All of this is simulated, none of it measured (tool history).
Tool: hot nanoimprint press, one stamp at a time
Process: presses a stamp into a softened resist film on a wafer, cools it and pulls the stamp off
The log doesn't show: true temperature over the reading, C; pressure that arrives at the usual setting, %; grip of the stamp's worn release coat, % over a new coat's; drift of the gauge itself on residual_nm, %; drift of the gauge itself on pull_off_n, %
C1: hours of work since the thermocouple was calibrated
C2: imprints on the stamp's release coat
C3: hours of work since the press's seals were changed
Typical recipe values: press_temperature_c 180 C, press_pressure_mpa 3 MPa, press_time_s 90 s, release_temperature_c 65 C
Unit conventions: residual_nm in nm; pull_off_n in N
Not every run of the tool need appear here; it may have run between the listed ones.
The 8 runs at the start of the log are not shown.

Run 9, hour 173.7: usual settings but release_temperature_c 63 C; C1 60; C2 323; C3 380. Result: residual_nm 333.5 nm, pull_off_n 250 N.
Run 10, hour 198.1: usual settings but press_temperature_c 179 C; C1 72; C2 418; C3 392. Result: residual_nm 350 nm, pull_off_n 245 N.
Run 11, hour 213.8: usual settings but release_temperature_c 69 C; C1 80; C2 479; C3 399. Result: residual_nm 333.6 nm, pull_off_n 232 N.
Run 12, hour 227.3: usual settings but release_temperature_c 69 C; C1 87; C2 532; C3 406. Result: residual_nm 333.7 nm, pull_off_n 231 N.
Run 13, hour 251.7: usual settings but release_temperature_c 69 C; C1 99; C2 627; C3 418. Result: residual_nm 334.2 nm, pull_off_n 244 N.
Run 14, hour 269.3: usual settings but press_pressure_mpa 2.8 MPa; C1 107; C2 696; C3 427. Result: residual_nm 344.8 nm, pull_off_n 269 N.
Run 15, hour 284.6: usual settings; C1 115; C2 755; C3 434. Result: residual_nm 334 nm, pull_off_n 263 N.
Run 16, hour 312.8: usual settings but press_time_s 88 s, release_temperature_c 70 C; C1 129; C2 865; C3 448. Result: residual_nm 339.8 nm, pull_off_n 243 N.
Run 17, hour 338.7: usual settings but press_time_s 88 s, release_temperature_c 70 C; C1 141; C2 966; C3 461. Result: residual_nm 338.1 nm, pull_off_n 242 N.
Run 18, hour 360.8: usual settings but press_time_s 88 s, release_temperature_c 71 C; C1 152; C2 1053; C3 472. Result: residual_nm 339.5 nm, pull_off_n 252 N.
Run 19, hour 388.2: usual settings but press_pressure_mpa 2.7 MPa, press_time_s 88 s; C1 166; C2 1160; C3 485. Result: residual_nm 353.5 nm, pull_off_n 287 N.
Run 20, hour 408: usual settings but press_temperature_c 181 C, press_pressure_mpa 2.24 MPa, press_time_s 50 s, release_temperature_c 63 C; C1 175; C2 1237; C3 495. Result: residual_nm 437.5 nm, pull_off_n 301 N.
At hour 431.9: stamp cleaned and given a new release coat.
Run 21, hour 438.9: usual settings but press_temperature_c 181 C, press_pressure_mpa 2.24 MPa, press_time_s 50 s, release_temperature_c 60 C; C1 188; C2 27; C3 507. Result: residual_nm 439.3 nm, pull_off_n 251 N.
At hour 455.2: press's hydraulic seals changed and the load cell set to zero.
Run 22, hour 464.7: usual settings but press_time_s 179 s, release_temperature_c 68 C; C1 196; C2 96; C3 5. Result: residual_nm 252.1 nm, pull_off_n 223 N.
Run 23, hour 487.9: usual settings but press_time_s 179 s, release_temperature_c 68 C; C1 208; C2 187; C3 16. Result: residual_nm 253.3 nm, pull_off_n 219 N.
Run 24, hour 501.1: usual settings but press_temperature_c 179 C, press_time_s 179 s, release_temperature_c 64 C; C1 214; C2 238; C3 23. Result: residual_nm 267.6 nm, pull_off_n 239 N.
Run 25, hour 527.6: usual settings but press_pressure_mpa 4.63 MPa; C1 227; C2 342; C3 36. Result: residual_nm 282.1 nm, pull_off_n 248 N.
Run 26, hour 554.2: usual settings but press_pressure_mpa 3.65 MPa, press_time_s 169 s; C1 240; C2 445; C3 49. Result: residual_nm 238.7 nm, pull_off_n 245 N.
Run 27, hour 577: usual settings but press_pressure_mpa 3.65 MPa, press_time_s 169 s; C1 251; C2 534; C3 60. Result: residual_nm 237.6 nm, pull_off_n 253 N.
Run 28, hour 599.5: usual settings but press_temperature_c 186 C, press_time_s 91 s, release_temperature_c 63 C; C1 263; C2 622; C3 71. Result: residual_nm 247.7 nm, pull_off_n 260 N.
Run 29, hour 623.6: usual settings but press_temperature_c 186 C, press_pressure_mpa 3.1 MPa, press_time_s 91 s, release_temperature_c 69 C; C1 274; C2 716; C3 83. Result: residual_nm 246.4 nm, pull_off_n 250 N.
Run 30, hour 638.5: usual settings but press_pressure_mpa 2.32 MPa, press_time_s 46 s; C1 282; C2 774; C3 90. Result: residual_nm 462.5 nm, pull_off_n 273 N.

Each row is a separate what-if for the run after 30, all from the same tool condition, not one after another. Results?
Run A, hour 662.6: usual settings but press_pressure_mpa 4.47 MPa, release_temperature_c 64 C; C1 294; C2 868; C3 102. Result: residual_nm ?, pull_off_n ?.
Run B, hour 662.6: usual settings but press_temperature_c 188 C, press_pressure_mpa 2.32 MPa, press_time_s 46 s, release_temperature_c 54 C; C1 294; C2 868; C3 102. Result: residual_nm ?, pull_off_n ?.
Run C, hour 662.6: usual settings but press_pressure_mpa 3.83 MPa; C1 294; C2 868; C3 102. Result: residual_nm ?, pull_off_n ?.

run  residual_nm  pull_off_n
  A        291.1         280
  B        333.7         323
  C        305.9         268
What these runs would have given with no unlogged condition in the tool:
run  residual_nm  pull_off_n
  A        280.6         235
  B        324.2         271
  C        295.3         224
